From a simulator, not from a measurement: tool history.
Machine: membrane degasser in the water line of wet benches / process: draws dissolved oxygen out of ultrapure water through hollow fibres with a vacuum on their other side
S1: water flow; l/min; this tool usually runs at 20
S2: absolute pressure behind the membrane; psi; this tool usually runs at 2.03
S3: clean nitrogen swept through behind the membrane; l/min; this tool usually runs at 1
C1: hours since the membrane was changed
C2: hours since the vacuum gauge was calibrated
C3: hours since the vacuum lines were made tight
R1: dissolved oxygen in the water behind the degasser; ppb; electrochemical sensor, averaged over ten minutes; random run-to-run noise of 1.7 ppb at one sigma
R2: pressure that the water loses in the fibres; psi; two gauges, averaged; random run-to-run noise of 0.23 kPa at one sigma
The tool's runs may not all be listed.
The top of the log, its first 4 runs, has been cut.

{"run": 5, "hour": 199.7, "S1": 20, "S2": 2.03, "S3": 1, "C1": 2239, "C2": 308, "C3": 2131, "R1": 471.4, "R2": 8.596}
{"run": 6, "hour": 244.9, "S1": 20, "S2": 1.36, "S3": 1, "C1": 2284, "C2": 353, "C3": 2176, "R1": 283.8, "R2": 8.651}
{"run": 7, "hour": 310.6, "S1": 20, "S2": 1.36, "S3": 1, "C1": 2350, "C2": 419, "C3": 2242, "R1": 283.9, "R2": 8.553}
{"run": 8, "hour": 366.2, "S1": 20, "S2": 1.36, "S3": 1, "C1": 2405, "C2": 474, "C3": 2298, "R1": 284.6, "R2": 8.614}
{"run": 9, "hour": 400.1, "S1": 20, "S2": 1.26, "S3": 1, "C1": 2439, "C2": 508, "C3": 2332, "R1": 254.6, "R2": 8.598}
{"run": 10, "hour": 457.1, "S1": 20, "S2": 1.26, "S3": 1, "C1": 2496, "C2": 565, "C3": 2389, "R1": 255.6, "R2": 8.583}
{"run": 11, "hour": 492.9, "S1": 20, "S2": 1.26, "S3": 1, "C1": 2532, "C2": 601, "C3": 2424, "R1": 255.1, "R2": 8.562}
{"run": 12, "hour": 545.3, "S1": 20, "S2": 1.46, "S3": 1, "C1": 2585, "C2": 653, "C3": 2477, "R1": 313.1, "R2": 8.562}
{"run": 13, "hour": 584.0, "S1": 20, "S2": 1.46, "S3": 1, "C1": 2623, "C2": 692, "C3": 2516, "R1": 312.9, "R2": 8.621}
{"run": 14, "hour": 632.2, "S1": 20, "S2": 1.46, "S3": 1, "C1": 2671, "C2": 740, "C3": 2564, "R1": 314.9, "R2": 8.586}
{"run": 15, "hour": 676.8, "S1": 20, "S2": 1.46, "S3": 1, "C1": 2716, "C2": 785, "C3": 2608, "R1": 314.1, "R2": 8.592}
{"run": 16, "hour": 728.2, "S1": 20, "S2": 3.45, "S3": 1, "C1": 2767, "C2": 836, "C3": 2660, "R1": 854.8, "R2": 8.596}
{"run": 17, "hour": 762.2, "S1": 17, "S2": 2.96, "S3": 2.36, "C1": 2801, "C2": 870, "C3": 2694, "R1": 298.9, "R2": 7.322}
{"run": 18, "hour": 819.7, "S1": 27, "S2": 4.38, "S3": 1.79, "C1": 2859, "C2": 928, "C3": 2751, "R1": 884.2, "R2": 11.661}
{"run": 19, "hour": 870.9, "S1": 20, "S2": 1.52, "S3": 1, "C1": 2910, "C2": 979, "C3": 2802, "R1": 330.4, "R2": 8.602}
{"run": 20, "hour": 918.0, "S1": 12, "S2": 2.03, "S3": 2.34, "C1": 2957, "C2": 1026, "C3": 2850, "R1": 137.8, "R2": 5.15}
{"run": 21, "hour": 973.2, "S1": 21, "S2": 2.03, "S3": 1, "C1": 3012, "C2": 1081, "C3": 2905, "R1": 492.4, "R2": 9.079}
{"run": 22, "hour": 1014.5, "S1": 21, "S2": 2.03, "S3": 1, "C1": 3054, "C2": 1123, "C3": 2946, "R1": 497.6, "R2": 9.056}
{"run": 23, "hour": 1077.9, "S1": 21, "S2": 2.03, "S3": 1, "C1": 3117, "C2": 1186, "C3": 3009, "R1": 498, "R2": 9.114}
{"run": 24, "hour": 1144.4, "S1": 15, "S2": 1.67, "S3": 1.1, "C1": 3184, "C2": 1252, "C3": 3076, "R1": 261.2, "R2": 6.517}
{"run": 25, "hour": 1183.8, "S1": 15, "S2": 1.67, "S3": 1.1, "C1": 3223, "C2": 1292, "C3": 3115, "R1": 264.1, "R2": 6.53}
{"run": 26, "hour": 1250.7, "S1": 18, "S2": 1.93, "S3": 1.1, "C1": 3290, "C2": 1359, "C3": 3182, "R1": 377.3, "R2": 7.783}
{"run": 27, "hour": 1287.5, "S1": 13, "S2": 1.64, "S3": 2.27, "C1": 3327, "C2": 1396, "C3": 3219, "R1": 116.2, "R2": 5.61}

Run 28 is up next; what results do you expect?
{"run": 28, "hour": 1349.2, "S1": 13, "S2": 1.64, "S3": 2.27, "C1": 3388, "C2": 1457, "C3": 3281, "R1": "?", "R2": "?"}

R1: 117.2 ppb
R2: 5.661 psi
With the hidden condition absent and the run-to-run variation left alone, this run would have shown R1 113.7 ppb, R2 5.501 psi.
